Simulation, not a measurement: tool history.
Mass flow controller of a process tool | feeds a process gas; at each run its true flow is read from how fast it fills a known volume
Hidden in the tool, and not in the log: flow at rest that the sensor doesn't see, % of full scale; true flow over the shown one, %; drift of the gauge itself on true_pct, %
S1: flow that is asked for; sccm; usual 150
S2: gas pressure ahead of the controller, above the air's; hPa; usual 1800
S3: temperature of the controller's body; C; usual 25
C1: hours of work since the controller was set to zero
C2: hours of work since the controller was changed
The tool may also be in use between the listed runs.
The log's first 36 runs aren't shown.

Run 37, hour 13559.4: usual settings but S1 69 sccm, S3 31 C; C1 3290; C2 3290. Result: true flow (%) 103.17.
Run 38, hour 13953.3: usual settings but S1 144 sccm, S2 1610 hPa, S3 35 C; C1 3559; C2 3559. Result: true flow (%) 101.49.
Run 39, hour 14292.9: usual settings but S1 478 sccm, S2 1610 hPa, S3 35 C; C1 3792; C2 3792. Result: true flow (%) 100.76.
Run 40, hour 14616.8: usual settings but S1 478 sccm, S2 1610 hPa, S3 35 C; C1 4014; C2 4014. Result: true flow (%) 100.86.
Run 41, hour 15027.9: usual settings but S1 478 sccm, S2 2800 hPa, S3 22 C; C1 4295; C2 4295. Result: true flow (%) 100.37.
Run 42, hour 15330.1: usual settings but S1 410 sccm, S2 1560 hPa, S3 22 C; C1 4502; C2 4502. Result: true flow (%) 99.63.
Run 43, hour 15756.2: usual settings but S1 344 sccm, S2 2760 hPa; C1 4794; C2 4794. Result: true flow (%) 100.9.
Run 44, hour 16108.7: usual settings but S1 344 sccm, S2 2760 hPa; C1 5035; C2 5035. Result: true flow (%) 100.71.
Run 45, hour 16415.4: usual settings but S1 344 sccm, S2 2760 hPa; C1 5245; C2 5245. Result: true flow (%) 100.64.
At hour 16743.8: controller's zero set anew.
Run 46, hour 16802.1: usual settings but S1 227 sccm, S2 2530 hPa, S3 30 C; C1 40; C2 5510. Result: true flow (%) 99.52.
Run 47, hour 17019.5: usual settings but S1 214 sccm; C1 189; C2 5658. Result: true flow (%) 98.61.

4 ways to go on from here, each from the tool as it stands after run 47. What would each give?
Run A, hour 17536.8: usual settings but S1 127 sccm, S2 2400 hPa, S3 30 C; C1 543; C2 6013. Result: true flow (%) ?.
Run B, hour 17536.8: usual settings but S1 218 sccm, S2 2140 hPa, S3 29 C; C1 543; C2 6013. Result: true flow (%) ?.
Run C, hour 17536.8: usual settings but S1 214 sccm, S2 2800 hPa; C1 543; C2 6013. Result: true flow (%) ?.
Run D, hour 17536.8: usual settings but S1 75 sccm, S2 2010 hPa, S3 22 C; C1 543; C2 6013. Result: true flow (%) ?.

run  true flow (%)
  A           99.3
  B          99.06
  C          99.29
  D          98.52
Without the tool's hidden state the same runs would have given:
run  true flow (%)
  A          99.62
  B          99.55
  C          99.78
  D          98.57
